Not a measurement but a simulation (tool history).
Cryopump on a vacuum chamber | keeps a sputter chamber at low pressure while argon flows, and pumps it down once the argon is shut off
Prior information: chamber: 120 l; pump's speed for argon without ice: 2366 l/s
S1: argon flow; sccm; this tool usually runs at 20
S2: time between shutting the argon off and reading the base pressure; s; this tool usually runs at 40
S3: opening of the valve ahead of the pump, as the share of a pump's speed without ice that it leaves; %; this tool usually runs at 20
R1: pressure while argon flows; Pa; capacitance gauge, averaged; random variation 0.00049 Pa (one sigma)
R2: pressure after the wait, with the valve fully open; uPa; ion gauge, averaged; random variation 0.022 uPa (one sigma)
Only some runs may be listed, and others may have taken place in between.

run 1 hour=0.0 | S1=20 S2=40 S3=20 | R1=0.0725 R2=1.26
run 2 hour=15.9 | S1=22 S2=40 S3=20 | R1=0.0793 R2=1.25
run 3 hour=28.1 | S1=9 S2=40 S3=20 | R1=0.0327 R2=1.31
run 4 hour=38.2 | S1=20 S2=40 S3=20 | R1=0.0727 R2=1.32
run 5 hour=58.8 | S1=20 S2=78 S3=20 | R1=0.0721 R2=1.13
run 6 hour=71.5 | S1=20 S2=78 S3=20 | R1=0.0736 R2=1.09
run 7 hour=82.3 | S1=25 S2=40 S3=20 | R1=0.0906 R2=1.33
run 8 hour=94.1 | S1=25 S2=40 S3=20 | R1=0.0908 R2=1.32
run 9 hour=111.0 | S1=25 S2=40 S3=20 | R1=0.0917 R2=1.30
run 10 hour=121.7 | S1=25 S2=40 S3=20 | R1=0.0916 R2=1.35
run 11 hour=132.2 | S1=20 S2=40 S3=32 | R1=0.0463 R2=1.32
run 12 hour=143.3 | S1=20 S2=40 S3=32 | R1=0.0462 R2=1.33
run 13 hour=163.4 | S1=20 S2=69 S3=20 | R1=0.0733 R2=1.15
run 14 hour=181.1 | S1=20 S2=69 S3=20 | R1=0.0730 R2=1.15
run 15 hour=192.9 | S1=20 S2=69 S3=20 | R1=0.0739 R2=1.18
run 16 hour=201.7 | S1=20 S2=164 S3=20 | R1=0.0722 R2=1.05
run 17 hour=214.5 | S1=20 S2=164 S3=20 | R1=0.0740 R2=1.06
run 18 hour=234.8 | S1=9 S2=172 S3=59 | R1=0.0118 R2=1.04
run 19 hour=248.7 | S1=17 S2=73 S3=41 | R1=0.0311 R2=1.16
run 20 hour=263.8 | S1=17 S2=73 S3=41 | R1=0.0317 R2=1.20
run 21 hour=272.9 | S1=11 S2=192 S3=33 | R1=0.0252 R2=1.10
run 22 hour=292.3 | S1=11 S2=39 S3=32 | R1=0.0246 R2=1.44
run 23 hour=301.5 | S1=11 S2=66 S3=18 | R1=0.0451 R2=1.24
run 24 hour=315.1 | S1=11 S2=66 S3=18 | R1=0.0452 R2=1.29
run 25 hour=323.8 | S1=10 S2=23 S3=18 | R1=0.0408 R2=1.69
run 26 hour=336.6 | S1=10 S2=262 S3=21 | R1=0.0356 R2=1.07
run 27 hour=345.3 | S1=11 S2=39 S3=28 | R1=0.0287 R2=1.43
run 28 hour=361.7 | S1=11 S2=39 S3=28 | R1=0.0293 R2=1.48
run 29 hour=376.3 | S1=29 S2=66 S3=16 | R1=0.1341 R2=1.23
run 30 hour=389.0 | S1=20 S2=40 S3=36 | R1=0.0422 R2=1.47
run 31 hour=405.3 | S1=17 S2=40 S3=16 | R1=0.0781 R2=1.46
run 32 hour=419.4 | S1=17 S2=23 S3=16 | R1=0.0778 R2=1.84
run 33 hour=439.3 | S1=17 S2=23 S3=16 | R1=0.0771 R2=1.75
run 34 hour=453.8 | S1=17 S2=29 S3=22 | R1=0.0568 R2=1.64

Each row is a separate what-if for the run after 34, all from the same tool condition, not one after another. Results?
run A hour=471.4 | S1=33 S2=29 S3=22 | R1=? R2=?
run B hour=471.4 | S1=20 S2=77 S3=49 | R1=? R2=?
run C hour=471.4 | S1=17 S2=28 S3=22 | R1=? R2=?
run D hour=471.4 | S1=20 S2=40 S3=22 | R1=? R2=?

run=A R1=0.1125 R2=1.55
run=B R1=0.0325 R2=1.37
run=C R1=0.0570 R2=1.65
run=D R1=0.0674 R2=1.43
With no hidden state in the tool, these same runs would have given:
run=A R1=0.1082 R2=0.62
run=B R1=0.0299 R2=0.41
run=C R1=0.0548 R2=0.69
run=D R1=0.0649 R2=0.48

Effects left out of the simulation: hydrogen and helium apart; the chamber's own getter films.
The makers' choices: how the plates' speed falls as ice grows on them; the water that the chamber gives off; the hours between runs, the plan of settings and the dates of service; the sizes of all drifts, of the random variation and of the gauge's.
